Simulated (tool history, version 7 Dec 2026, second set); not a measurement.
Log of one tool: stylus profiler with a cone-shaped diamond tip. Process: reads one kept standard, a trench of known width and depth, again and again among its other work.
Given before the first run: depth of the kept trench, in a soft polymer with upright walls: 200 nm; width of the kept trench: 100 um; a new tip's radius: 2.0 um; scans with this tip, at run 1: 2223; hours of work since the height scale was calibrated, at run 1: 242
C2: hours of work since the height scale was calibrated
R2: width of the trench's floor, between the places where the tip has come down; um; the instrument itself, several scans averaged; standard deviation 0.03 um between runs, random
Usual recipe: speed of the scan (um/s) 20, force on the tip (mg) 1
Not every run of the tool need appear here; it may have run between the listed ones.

run 1 hour=0 | speed_of_the_scan_(um/s)=20 force_on_the_tip_(mg)=1 | scans_with_this_tip=2223 C2=242 | depth_of_the_trench_(nm)=201.04 R2=98.1
run 2 hour=12.2 | speed_of_the_scan_(um/s)=20 force_on_the_tip_(mg)=1 | scans_with_this_tip=2269 C2=247 | depth_of_the_trench_(nm)=201.04 R2=98.16
run 3 hour=28.8 | speed_of_the_scan_(um/s)=18 force_on_the_tip_(mg)=1 | scans_with_this_tip=2330 C2=253 | depth_of_the_trench_(nm)=200.98 R2=98.06
run 4 hour=43.4 | speed_of_the_scan_(um/s)=20 force_on_the_tip_(mg)=2.97 | scans_with_this_tip=2384 C2=259 | depth_of_the_trench_(nm)=202.12 R2=98.21
run 5 hour=51.6 | speed_of_the_scan_(um/s)=20 force_on_the_tip_(mg)=2.97 | scans_with_this_tip=2415 C2=263 | depth_of_the_trench_(nm)=202.04 R2=98.16
run 6 hour=64 | speed_of_the_scan_(um/s)=20 force_on_the_tip_(mg)=2.97 | scans_with_this_tip=2461 C2=268 | depth_of_the_trench_(nm)=202.01 R2=98.19
run 7 hour=81.2 | speed_of_the_scan_(um/s)=20 force_on_the_tip_(mg)=1 | scans_with_this_tip=2524 C2=274 | depth_of_the_trench_(nm)=200.93 R2=98.15
run 8 hour=97.9 | speed_of_the_scan_(um/s)=20 force_on_the_tip_(mg)=1 | scans_with_this_tip=2587 C2=281 | depth_of_the_trench_(nm)=200.93 R2=98.12
run 9 hour=117.4 | speed_of_the_scan_(um/s)=20 force_on_the_tip_(mg)=1 | scans_with_this_tip=2659 C2=289 | depth_of_the_trench_(nm)=201.07 R2=98.14
run 10 hour=127 | speed_of_the_scan_(um/s)=20 force_on_the_tip_(mg)=1 | scans_with_this_tip=2694 C2=293 | depth_of_the_trench_(nm)=201.02 R2=98.14
run 11 hour=138 | speed_of_the_scan_(um/s)=20 force_on_the_tip_(mg)=1 | scans_with_this_tip=2735 C2=297 | depth_of_the_trench_(nm)=200.91 R2=98.13
run 12 hour=155.1 | speed_of_the_scan_(um/s)=20 force_on_the_tip_(mg)=1 | scans_with_this_tip=2798 C2=304 | depth_of_the_trench_(nm)=200.97 R2=98.07
run 13 hour=168.1 | speed_of_the_scan_(um/s)=46 force_on_the_tip_(mg)=1 | scans_with_this_tip=2847 C2=309 | depth_of_the_trench_(nm)=201.03 R2=97.9
run 14 hour=181.8 | speed_of_the_scan_(um/s)=27 force_on_the_tip_(mg)=1 | scans_with_this_tip=2897 C2=315 | depth_of_the_trench_(nm)=200.98 R2=98.05
run 15 hour=201.1 | speed_of_the_scan_(um/s)=29 force_on_the_tip_(mg)=1.1 | scans_with_this_tip=2969 C2=323 | depth_of_the_trench_(nm)=201.06 R2=98.04
run 16 hour=211.6 | speed_of_the_scan_(um/s)=33 force_on_the_tip_(mg)=0.55 | scans_with_this_tip=3008 C2=327 | depth_of_the_trench_(nm)=200.77 R2=97.93
run 17 hour=229.8 | speed_of_the_scan_(um/s)=22 force_on_the_tip_(mg)=0.5 | scans_with_this_tip=3075 C2=334 | depth_of_the_trench_(nm)=200.58 R2=98.06
run 18 hour=243.6 | speed_of_the_scan_(um/s)=27 force_on_the_tip_(mg)=1.05 | scans_with_this_tip=3127 C2=340 | depth_of_the_trench_(nm)=200.95 R2=98.05
run 19 hour=262.5 | speed_of_the_scan_(um/s)=27 force_on_the_tip_(mg)=1.05 | scans_with_this_tip=3197 C2=348 | depth_of_the_trench_(nm)=201.08 R2=98.06
run 20 hour=280.4 | speed_of_the_scan_(um/s)=21 force_on_the_tip_(mg)=0.57 | scans_with_this_tip=3263 C2=355 | depth_of_the_trench_(nm)=200.74 R2=98.02
run 21 hour=292.5 | speed_of_the_scan_(um/s)=21 force_on_the_tip_(mg)=0.57 | scans_with_this_tip=3308 C2=360 | depth_of_the_trench_(nm)=200.7 R2=98.05
run 22 hour=306.8 | speed_of_the_scan_(um/s)=21 force_on_the_tip_(mg)=0.57 | scans_with_this_tip=3361 C2=365 | depth_of_the_trench_(nm)=200.72 R2=98.09

3 options for the next run, each taken on its own from the tool as it stands now. Forecast them:
run A hour=319.7 | speed_of_the_scan_(um/s)=9 force_on_the_tip_(mg)=1 | scans_with_this_tip=3408 C2=371 | depth_of_the_trench_(nm)=? R2=?
run B hour=319.7 | speed_of_the_scan_(um/s)=12 force_on_the_tip_(mg)=1.18 | scans_with_this_tip=3408 C2=371 | depth_of_the_trench_(nm)=? R2=?
run C hour=319.7 | speed_of_the_scan_(um/s)=15 force_on_the_tip_(mg)=2.98 | scans_with_this_tip=3408 C2=371 | depth_of_the_trench_(nm)=? R2=?

run=A depth_of_the_trench_(nm)=201.01 R2=98.19
run=B depth_of_the_trench_(nm)=201.15 R2=98.15
run=C depth_of_the_trench_(nm)=202.08 R2=98.18
What these runs would have given with no unlogged condition in the tool:
run=A depth_of_the_trench_(nm)=201.01 R2=98.19
run=B depth_of_the_trench_(nm)=201.15 R2=98.15
run=C depth_of_the_trench_(nm)=202.09 R2=98.18
